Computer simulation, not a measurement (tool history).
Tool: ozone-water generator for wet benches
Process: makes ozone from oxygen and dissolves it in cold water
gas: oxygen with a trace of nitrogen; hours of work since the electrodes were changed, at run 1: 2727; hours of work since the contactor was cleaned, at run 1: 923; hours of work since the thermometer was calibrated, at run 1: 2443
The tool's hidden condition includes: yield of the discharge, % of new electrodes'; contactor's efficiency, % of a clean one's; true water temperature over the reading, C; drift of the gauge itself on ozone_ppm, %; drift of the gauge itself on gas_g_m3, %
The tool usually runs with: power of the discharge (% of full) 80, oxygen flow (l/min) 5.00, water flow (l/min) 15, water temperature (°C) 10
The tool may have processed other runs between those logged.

| run | hour | power of the discharge (% of full) | oxygen flow (l/min) | water flow (l/min) | water temperature (°C) | hours of work since the electrodes were changed | hours of work since the contactor was cleaned | hours of work since the thermometer was calibrated | dissolved ozone (ppm) | ozone in the gas ahead of the water (g/m3) |
|---|---|---|---|---|---|---|---|---|---|---|
| 1 | 0.0 | 80 | 5.00 | 15 | 10 | 2727 | 923 | 2443 | 25.2 | 232.6 |
| 2 | 82.4 | 80 | 2.57 | 15 | 10 | 2787 | 984 | 2503 | 25.8 | 363.2 |
| 3 | 162.7 | 80 | 5.00 | 15 | 10 | 2846 | 1042 | 2562 | 25.1 | 232.1 |
| 4 | 268.4 | 80 | 5.00 | 15 | 10 | 2923 | 1120 | 2639 | 24.9 | 231.3 |
| 5 | 351.3 | 80 | 5.00 | 15 | 10 | 2984 | 1180 | 2700 | 24.5 | 231.1 |
| 6 | 413.3 | 80 | 5.00 | 15 | 10 | 3029 | 1226 | 2745 | 25.0 | 229.7 |
| 7 | 473.3 | 80 | 5.00 | 15 | 10 | 3073 | 1270 | 2789 | 25.1 | 227.0 |
| 8 | 558.6 | 80 | 5.00 | 15 | 18 | 3136 | 1332 | 2851 | 21.9 | 230.2 |
| 9 | 635.2 | 43 | 5.00 | 15 | 10 | 3192 | 1388 | 2907 | 17.5 | 167.0 |
| 10 | 690.7 | 43 | 3.90 | 15 | 10 | 3232 | 1429 | 2948 | 17.8 | 192.5 |
| 11 | 747.5 | 43 | 3.90 | 15 | 10 | 3274 | 1470 | 2990 | 18.3 | 193.6 |
| 12 | 838.3 | 80 | 5.00 | 15 | 10 | 3340 | 1537 | 3056 | 24.8 | 227.3 |
| 13 | 905.6 | 80 | 5.00 | 15 | 10 | 3389 | 1586 | 3105 | 24.4 | 228.6 |
| 14 | 1004.2 | 94 | 5.00 | 11 | 14 | 3461 | 1658 | 3177 | 32.6 | 246.9 |
| 15 | 1105.9 | 94 | 5.00 | 11 | 14 | 3536 | 1732 | 3252 | 32.7 | 248.1 |
| 16 | 1195.6 | 87 | 5.00 | 15 | 6 | 3601 | 1798 | 3317 | 27.0 | 236.4 |
| 17 | 1240.0 | 80 | 4.53 | 15 | 8 | 3634 | 1830 | 3350 | 25.4 | 242.4 |
| 18 | 1342.9 | 80 | 4.53 | 15 | 10 | 3709 | 1906 | 3425 | 24.5 | 239.2 |
| 19 | 1439.3 | 80 | 6.80 | 14 | 10 | 3780 | 1976 | 3496 | 24.4 | 184.7 |
| 20 | 1496.7 | 70 | 3.87 | 23 | 5 | 3822 | 2018 | 3538 | 14.9 | 245.9 |
| 21 | 1589.1 | 70 | 3.87 | 12 | 5 | 3889 | 2086 | 3605 | 30.4 | 245.7 |
| 22 | 1669.3 | 70 | 3.87 | 16 | 5 | 3948 | 2144 | 3664 | 22.2 | 247.1 |
| 23 | 1751.9 | 55 | 5.31 | 15 | 11 | 4008 | 2205 | 3724 | 19.4 | 176.3 |

3 ways to go on from here, each from the tool as it stands after run 23. What would each give?
| A | 1847.8 | 55 | 5.68 | 17 | 11 | 4079 | 2275 | 3794 | ? | ? |
| B | 1847.8 | 46 | 3.73 | 15 | 9 | 4079 | 2275 | 3794 | ? | ? |
| C | 1847.8 | 54 | 5.31 | 15 | 10 | 4079 | 2275 | 3794 | ? | ? |

| run | dissolved ozone (ppm) | ozone in the gas ahead of the water (g/m3) |
|---|---|---|
| A | 17.0 | 167.2 |
| B | 18.4 | 202.2 |
| C | 19.2 | 172.9 |
What these runs would have given with no unlogged condition in the tool:
| run | dissolved ozone (ppm) | ozone in the gas ahead of the water (g/m3) |
|---|---|---|
| A | 19.5 | 183.9 |
| B | 20.9 | 220.1 |
| C | 22.0 | 189.9 |
